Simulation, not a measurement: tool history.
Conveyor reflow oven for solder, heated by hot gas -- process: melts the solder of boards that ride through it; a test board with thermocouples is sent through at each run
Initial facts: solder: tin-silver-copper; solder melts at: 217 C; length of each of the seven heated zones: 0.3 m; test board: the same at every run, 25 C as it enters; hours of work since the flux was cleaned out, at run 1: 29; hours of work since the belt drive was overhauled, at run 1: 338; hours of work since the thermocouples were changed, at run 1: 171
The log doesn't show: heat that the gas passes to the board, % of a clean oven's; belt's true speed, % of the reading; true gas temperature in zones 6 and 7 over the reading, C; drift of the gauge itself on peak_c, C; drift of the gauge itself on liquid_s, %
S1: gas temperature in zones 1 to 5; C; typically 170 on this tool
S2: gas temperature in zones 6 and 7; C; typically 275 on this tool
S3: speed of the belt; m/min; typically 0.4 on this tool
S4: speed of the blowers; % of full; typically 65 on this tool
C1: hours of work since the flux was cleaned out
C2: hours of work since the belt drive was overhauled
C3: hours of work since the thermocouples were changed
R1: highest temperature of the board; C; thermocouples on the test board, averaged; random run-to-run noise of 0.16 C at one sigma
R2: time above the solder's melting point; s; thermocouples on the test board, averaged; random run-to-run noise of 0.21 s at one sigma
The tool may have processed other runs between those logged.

run 1 hour=0 | S1=170 S2=275 S3=0.4 S4=65 | C1=29 C2=338 C3=171 | R1=261.4 R2=73.5
run 2 hour=7.2 | S1=170 S2=275 S3=0.4 S4=65 | C1=34 C2=342 C3=176 | R1=261.3 R2=73.3
run 3 hour=21.4 | S1=170 S2=275 S3=0.4 S4=65 | C1=44 C2=352 C3=186 | R1=261 R2=73.3
run 4 hour=31.6 | S1=170 S2=275 S3=0.421 S4=65 | C1=51 C2=359 C3=193 | R1=259.7 R2=68.7
run 5 hour=40 | S1=171 S2=275 S3=0.4 S4=65 | C1=56 C2=364 C3=198 | R1=261.4 R2=73.9
run 6 hour=49.7 | S1=171 S2=275 S3=0.4 S4=65 | C1=63 C2=371 C3=205 | R1=261.2 R2=73.8
run 7 hour=57.7 | S1=170 S2=275 S3=0.4 S4=67 | C1=68 C2=376 C3=210 | R1=261.7 R2=73.6
run 8 hour=67.2 | S1=170 S2=275 S3=0.4 S4=67 | C1=74 C2=383 C3=217 | R1=261.4 R2=74.3
run 9 hour=74.1 | S1=170 S2=275 S3=0.4 S4=65 | C1=79 C2=387 C3=221 | R1=261.3 R2=73.4
run 10 hour=81 | S1=170 S2=275 S3=0.4 S4=65 | C1=84 C2=392 C3=226 | R1=261.1 R2=73.8
run 11 hour=94.9 | S1=170 S2=275 S3=0.4 S4=65 | C1=93 C2=401 C3=235 | R1=261.2 R2=73.3
run 12 hour=104.6 | S1=170 S2=275 S3=0.4 S4=65 | C1=99 C2=408 C3=242 | R1=261 R2=73.6
run 13 hour=115.5 | S1=170 S2=285 S3=0.4 S4=65 | C1=107 C2=415 C3=249 | R1=270.5 R2=79
run 14 hour=121.9 | S1=170 S2=285 S3=0.4 S4=65 | C1=111 C2=419 C3=253 | R1=270.4 R2=79.1
run 15 hour=136.2 | S1=170 S2=285 S3=0.4 S4=65 | C1=121 C2=429 C3=263 | R1=270.1 R2=78.6
run 16 hour=148.4 | S1=170 S2=287 S3=0.4 S4=54 | C1=129 C2=437 C3=271 | R1=269.1 R2=77.8
run 17 hour=158.3 | S1=170 S2=276 S3=0.4 S4=65 | C1=135 C2=444 C3=278 | R1=262.1 R2=74.2
run 18 hour=166 | S1=162 S2=281 S3=0.436 S4=73 | C1=141 C2=449 C3=283 | R1=263.9 R2=66.4
run 19 hour=174.8 | S1=156 S2=281 S3=0.436 S4=66 | C1=147 C2=455 C3=289 | R1=261 R2=62.6
-- hour=190 flux residue cleaned out of gas plates and filters
run 20 hour=193.3 | S1=156 S2=281 S3=0.436 S4=66 | C1=2 C2=464 C3=298 | R1=262.3 R2=63.6
run 21 hour=201.5 | S1=156 S2=281 S3=0.436 S4=66 | C1=8 C2=469 C3=303 | R1=262.4 R2=63
run 22 hour=214.2 | S1=171 S2=281 S3=0.44 S4=75 | C1=16 C2=478 C3=312 | R1=266.6 R2=70.2
run 23 hour=221.1 | S1=182 S2=280 S3=0.44 S4=75 | C1=21 C2=483 C3=316 | R1=267.1 R2=74.5
run 24 hour=232.9 | S1=169 S2=269 S3=0.396 S4=65 | C1=29 C2=490 C3=324 | R1=256.5 R2=71.1
run 25 hour=246.4 | S1=172 S2=269 S3=0.396 S4=52 | C1=38 C2=499 C3=333 | R1=254.1 R2=69.4
run 26 hour=259 | S1=175 S2=269 S3=0.404 S4=52 | C1=46 C2=508 C3=342 | R1=253.4 R2=68.7
run 27 hour=269.6 | S1=175 S2=269 S3=0.404 S4=52 | C1=53 C2=515 C3=349 | R1=253.8 R2=68.5
run 28 hour=283.4 | S1=175 S2=276 S3=0.466 S4=54 | C1=63 C2=524 C3=358 | R1=255.2 R2=59.6

Each row is a separate what-if for the run after 28, all from the same tool condition, not one after another. Results?
run A hour=294.2 | S1=161 S2=276 S3=0.375 S4=70 | C1=70 C2=532 C3=365 | R1=? R2=?
run B hour=294.2 | S1=182 S2=276 S3=0.444 S4=76 | C1=70 C2=532 C3=365 | R1=? R2=?
run C hour=294.2 | S1=170 S2=275 S3=0.4 S4=74 | C1=70 C2=532 C3=365 | R1=? R2=?
run D hour=294.2 | S1=170 S2=275 S3=0.4 S4=85 | C1=70 C2=532 C3=365 | R1=? R2=?

run=A R1=264.7 R2=78.6
run=B R1=263.6 R2=72
run=C R1=263.6 R2=75.5
run=D R1=265.6 R2=77.2
Had the tool no hidden state, the same runs would have come out as:
run=A R1=263.2 R2=76.7
run=B R1=262.2 R2=70.4
run=C R1=262.1 R2=73.8
run=D R1=264.1 R2=75.5
